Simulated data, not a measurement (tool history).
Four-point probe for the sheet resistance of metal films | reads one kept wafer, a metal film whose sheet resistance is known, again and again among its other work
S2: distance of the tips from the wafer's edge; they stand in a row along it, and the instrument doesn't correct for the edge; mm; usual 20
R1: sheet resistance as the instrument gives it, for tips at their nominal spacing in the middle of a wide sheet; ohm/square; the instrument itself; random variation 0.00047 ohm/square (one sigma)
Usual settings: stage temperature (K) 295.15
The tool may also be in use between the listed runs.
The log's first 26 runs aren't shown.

Run 27, hour 1597.8: usual settings but stage temperature (K) 298.15, S2 8 mm. Result: R1 2.318117 ohm/square.
Run 28, hour 1671.1: usual settings but stage temperature (K) 301.15, S2 7 mm. Result: R1 2.313420 ohm/square.
Run 29, hour 1742.4: usual settings but stage temperature (K) 299.15, S2 4 mm. Result: R1 2.329283 ohm/square.
Run 30, hour 1802.9: usual settings but stage temperature (K) 291.15, S2 34 mm. Result: R1 2.325106 ohm/square.
Run 31, hour 1850.3: usual settings but stage temperature (K) 305.15, S2 23 mm. Result: R1 2.298816 ohm/square.
Run 32, hour 1903.4: usual settings but stage temperature (K) 305.15, S2 55 mm. Result: R1 2.297978 ohm/square.
At hour 1960.6: stage's thermometer calibrated.
Run 33, hour 1983.8: usual settings but stage temperature (K) 305.15, S2 55 mm. Result: R1 2.291265 ohm/square.
Run 34, hour 2028.6: usual settings but stage temperature (K) 294.15, S2 49 mm. Result: R1 2.311760 ohm/square.
Run 35, hour 2065.4: usual settings but stage temperature (K) 305.15, S2 21 mm. Result: R1 2.291889 ohm/square.
Run 36, hour 2124.8: usual settings but stage temperature (K) 296.15, S2 10 mm. Result: R1 2.309786 ohm/square.
Run 37, hour 2173.5: usual settings but stage temperature (K) 296.15, S2 10 mm. Result: R1 2.309569 ohm/square.
Run 38, hour 2230.7: usual settings but stage temperature (K) 296.15, S2 11 mm. Result: R1 2.308824 ohm/square.
At hour 2256.5: new probe head fitted.
Run 39, hour 2267.9: usual settings but stage temperature (K) 296.15, S2 4 mm. Result: R1 2.337933 ohm/square.
Run 40, hour 2316.2: usual settings but stage temperature (K) 298.15, S2 8 mm. Result: R1 2.318667 ohm/square.
Run 41, hour 2371.2: usual settings but stage temperature (K) 298.15, S2 8 mm. Result: R1 2.318872 ohm/square.

Forecast each of these 5 alternatives for the next run:
Run A, hour 2438.9: usual settings but S2 7 mm. Result: R1 ?.
Run B, hour 2438.9: usual settings but stage temperature (K) 307.15, S2 7 mm. Result: R1 ?.
Run C, hour 2438.9: usual settings but stage temperature (K) 294.15, S2 7 mm. Result: R1 ?.
Run D, hour 2438.9: usual settings but stage temperature (K) 298.15, S2 7 mm. Result: R1 ?.
Run E, hour 2438.9: usual settings but stage temperature (K) 293.15, S2 17 mm. Result: R1 ?.

run        R1
  A  2.324516
  B  2.302253
  C  2.326259
  D  2.319025
  E  2.323272
Without the tool's hidden state the same runs would have given:
run        R1
  A  2.333117
  B  2.310792
  C  2.334865
  D  2.327611
  E  2.331866

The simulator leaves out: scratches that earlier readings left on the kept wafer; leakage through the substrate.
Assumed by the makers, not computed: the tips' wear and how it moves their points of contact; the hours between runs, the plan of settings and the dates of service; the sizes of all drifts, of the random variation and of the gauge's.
